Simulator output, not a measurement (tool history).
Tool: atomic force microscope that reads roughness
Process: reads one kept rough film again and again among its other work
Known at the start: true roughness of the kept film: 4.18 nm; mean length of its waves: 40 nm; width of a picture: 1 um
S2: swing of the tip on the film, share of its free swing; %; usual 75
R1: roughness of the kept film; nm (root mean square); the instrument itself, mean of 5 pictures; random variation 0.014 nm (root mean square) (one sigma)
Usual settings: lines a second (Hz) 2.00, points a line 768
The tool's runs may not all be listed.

Run 1, hour 0.0: usual settings. Result: R1 2.902 nm (root mean square).
Run 2, hour 8.6: usual settings but lines a second (Hz) 1.79. Result: R1 2.890 nm (root mean square).
Run 3, hour 14.8: usual settings but lines a second (Hz) 1.79. Result: R1 2.842 nm (root mean square).
At hour 19.8: new tip fitted.
Run 4, hour 25.7: usual settings but points a line 1011. Result: R1 3.185 nm (root mean square).
Run 5, hour 30.6: usual settings but points a line 1011. Result: R1 3.147 nm (root mean square).
Run 6, hour 40.5: usual settings. Result: R1 3.059 nm (root mean square).
Run 7, hour 48.7: usual settings. Result: R1 3.060 nm (root mean square).
Run 8, hour 53.8: usual settings. Result: R1 2.991 nm (root mean square).
Run 9, hour 60.2: usual settings. Result: R1 2.966 nm (root mean square).
Run 10, hour 69.1: usual settings. Result: R1 2.885 nm (root mean square).
Run 11, hour 74.1: usual settings. Result: R1 2.854 nm (root mean square).
Run 12, hour 79.4: usual settings. Result: R1 2.810 nm (root mean square).
At hour 88.2: new tip fitted.
Run 13, hour 88.2: usual settings but lines a second (Hz) 0.60. Result: R1 3.610 nm (root mean square).
Run 14, hour 93.9: usual settings but lines a second (Hz) 0.60. Result: R1 3.539 nm (root mean square).
Run 15, hour 100.9: usual settings but lines a second (Hz) 0.73, points a line 357. Result: R1 3.440 nm (root mean square).
Run 16, hour 105.5: usual settings but lines a second (Hz) 0.73, S2 85 %, points a line 906. Result: R1 3.311 nm (root mean square).
Run 17, hour 113.2: usual settings but lines a second (Hz) 0.58, S2 67 %, points a line 736. Result: R1 3.473 nm (root mean square).
Run 18, hour 122.1: usual settings but lines a second (Hz) 1.97, S2 67 %, points a line 491. Result: R1 3.171 nm (root mean square).
Run 19, hour 128.5: usual settings but lines a second (Hz) 0.91, S2 70 %. Result: R1 3.231 nm (root mean square).
Run 20, hour 138.4: usual settings but lines a second (Hz) 0.56. Result: R1 3.203 nm (root mean square).
Run 21, hour 143.7: usual settings but lines a second (Hz) 0.56, S2 82 %. Result: R1 3.121 nm (root mean square).
Run 22, hour 148.7: usual settings but lines a second (Hz) 1.73, S2 65 %, points a line 263. Result: R1 3.019 nm (root mean square).
Run 23, hour 155.3: usual settings but lines a second (Hz) 1.73, S2 67 %, points a line 450. Result: R1 2.973 nm (root mean square).
At hour 156.7: new tip fitted.
Run 24, hour 165.0: usual settings but lines a second (Hz) 1.73, S2 67 %, points a line 450. Result: R1 3.404 nm (root mean square).
Run 25, hour 171.4: usual settings but lines a second (Hz) 1.73, S2 67 %, points a line 450. Result: R1 3.319 nm (root mean square).
Run 26, hour 177.1: usual settings but lines a second (Hz) 0.60, S2 85 %, points a line 352. Result: R1 3.322 nm (root mean square).
Run 27, hour 181.7: usual settings but S2 71 %, points a line 564. Result: R1 3.148 nm (root mean square).
Run 28, hour 188.7: usual settings but S2 71 %, points a line 564. Result: R1 3.096 nm (root mean square).

4 ways to go on from here, each from the tool as it stands after run 28. What would each give?
Run A, hour 196.1: usual settings but lines a second (Hz) 2.90. Result: R1 ?.
Run B, hour 196.1: usual settings but lines a second (Hz) 2.47, S2 59 %, points a line 732. Result: R1 ?.
Run C, hour 196.1: usual settings but points a line 542. Result: R1 ?.
Run D, hour 196.1: usual settings but lines a second (Hz) 3.43, S2 71 %, points a line 826. Result: R1 ?.

run     R1
  A  2.781
  B  3.183
  C  2.959
  D  2.805
Without the tool's hidden state the same runs would have given:
run     R1
  A  3.066
  B  3.510
  C  3.262
  D  3.092
